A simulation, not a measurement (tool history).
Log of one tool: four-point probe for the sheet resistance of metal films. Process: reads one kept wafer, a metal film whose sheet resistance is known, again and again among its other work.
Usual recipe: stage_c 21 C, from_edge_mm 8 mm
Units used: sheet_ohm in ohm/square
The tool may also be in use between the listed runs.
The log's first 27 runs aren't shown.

Run 28, hour 467.9: usual settings but from_edge_mm 24 mm. Result: sheet_ohm 0.420561 ohm/square.
Run 29, hour 480.6: usual settings but stage_c 33 C, from_edge_mm 29 mm. Result: sheet_ohm 0.422934 ohm/square.
Run 30, hour 497.6: usual settings but stage_c 30 C, from_edge_mm 35 mm. Result: sheet_ohm 0.422575 ohm/square.
Run 31, hour 516.7: usual settings but stage_c 18 C, from_edge_mm 60 mm. Result: sheet_ohm 0.420053 ohm/square.
Run 32, hour 527.4: usual settings but stage_c 35 C, from_edge_mm 4 mm. Result: sheet_ohm 0.42907 ohm/square.
Run 33, hour 548.9: usual settings but stage_c 30 C, from_edge_mm 51 mm. Result: sheet_ohm 0.422279 ohm/square.
Run 34, hour 563.2: usual settings but stage_c 30 C, from_edge_mm 51 mm. Result: sheet_ohm 0.422377 ohm/square.
Run 35, hour 578.8: usual settings but stage_c 20 C, from_edge_mm 5 mm. Result: sheet_ohm 0.423849 ohm/square.
Run 36, hour 596.3: usual settings but stage_c 20 C, from_edge_mm 5 mm. Result: sheet_ohm 0.423919 ohm/square.
Run 37, hour 619.6: usual settings but stage_c 29 C, from_edge_mm 5 mm. Result: sheet_ohm 0.425896 ohm/square.

Alternative continuations, all from the tool just after run 37; predict every row:
Run A, hour 635.6: usual settings but from_edge_mm 27 mm. Result: sheet_ohm ?.
Run B, hour 635.6: usual settings but stage_c 32 C, from_edge_mm 19 mm. Result: sheet_ohm ?.
Run C, hour 635.6: usual settings but stage_c 25 C, from_edge_mm 5 mm. Result: sheet_ohm ?.
Run D, hour 635.6: usual settings but stage_c 29 C, from_edge_mm 7 mm. Result: sheet_ohm ?.

run  sheet_ohm
  A   0.420577
  B   0.422962
  C   0.424974
  D   0.423843
The same runs, with their run-to-run variation unchanged, on a tool lacking any hidden condition would have given:
run  sheet_ohm
  A   0.420876
  B   0.423277
  C   0.425282
  D   0.424155
